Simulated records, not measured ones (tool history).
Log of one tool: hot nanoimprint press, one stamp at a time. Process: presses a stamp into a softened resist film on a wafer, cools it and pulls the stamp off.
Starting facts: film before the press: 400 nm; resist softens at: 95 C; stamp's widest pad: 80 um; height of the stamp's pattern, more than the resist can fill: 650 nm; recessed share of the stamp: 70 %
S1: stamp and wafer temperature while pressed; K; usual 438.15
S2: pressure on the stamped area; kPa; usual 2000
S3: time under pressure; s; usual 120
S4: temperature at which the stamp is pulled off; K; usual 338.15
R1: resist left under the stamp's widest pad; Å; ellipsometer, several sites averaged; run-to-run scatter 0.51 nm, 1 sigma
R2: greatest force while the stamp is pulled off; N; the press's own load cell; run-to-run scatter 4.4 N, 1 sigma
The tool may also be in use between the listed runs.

run,hour,S1,S2,S3,S4,R1,R2
1,0,438.15,2000,120,338.15,2225,217
2,21.5,438.15,2000,120,338.15,2225,211
3,39,438.15,2000,120,338.15,2215,208
4,52.3,438.15,2000,120,338.15,2220,208
5,73.1,438.15,2000,120,338.15,2218,222
6,86.9,438.15,2000,120,338.15,2218,215
7,108.1,438.15,2000,120,338.15,2224,212
# hour 132.5: plate thermocouple calibrated
8,136.8,438.15,2000,120,338.15,2210,214
9,154.3,447.15,2000,120,338.15,1747,209
10,175.1,441.15,2000,120,345.15,2053,204
11,191.6,450.15,1890,98,338.15,1790,213
12,216.4,433.15,2000,126,337.15,2476,211
13,231.1,447.15,1310,157,337.15,2031,218
14,246.6,448.15,1790,157,337.15,1667,215
15,263.3,439.15,2610,203,329.15,1560,227
16,283.7,444.15,1610,198,339.15,1814,216

What would each run have given without the hidden state, its run-to-run variation left as it was?
What the log doesn't record here: true temperature over the reading, C; pressure that arrives at the usual setting, %; grip of the stamp's worn release coat, % over a new coat's; drift of the gauge itself on residual_nm, %; drift of the gauge itself on pull_off_n, %.
run,R1
1,2225
2,2228
3,2219
4,2226
5,2226
6,2227
7,2235
8,2222
9,1757
10,2067
11,1803
12,2498
13,2050
14,1683
15,1576
16,1835
R2: at most 2 N away from the measurement, every run.

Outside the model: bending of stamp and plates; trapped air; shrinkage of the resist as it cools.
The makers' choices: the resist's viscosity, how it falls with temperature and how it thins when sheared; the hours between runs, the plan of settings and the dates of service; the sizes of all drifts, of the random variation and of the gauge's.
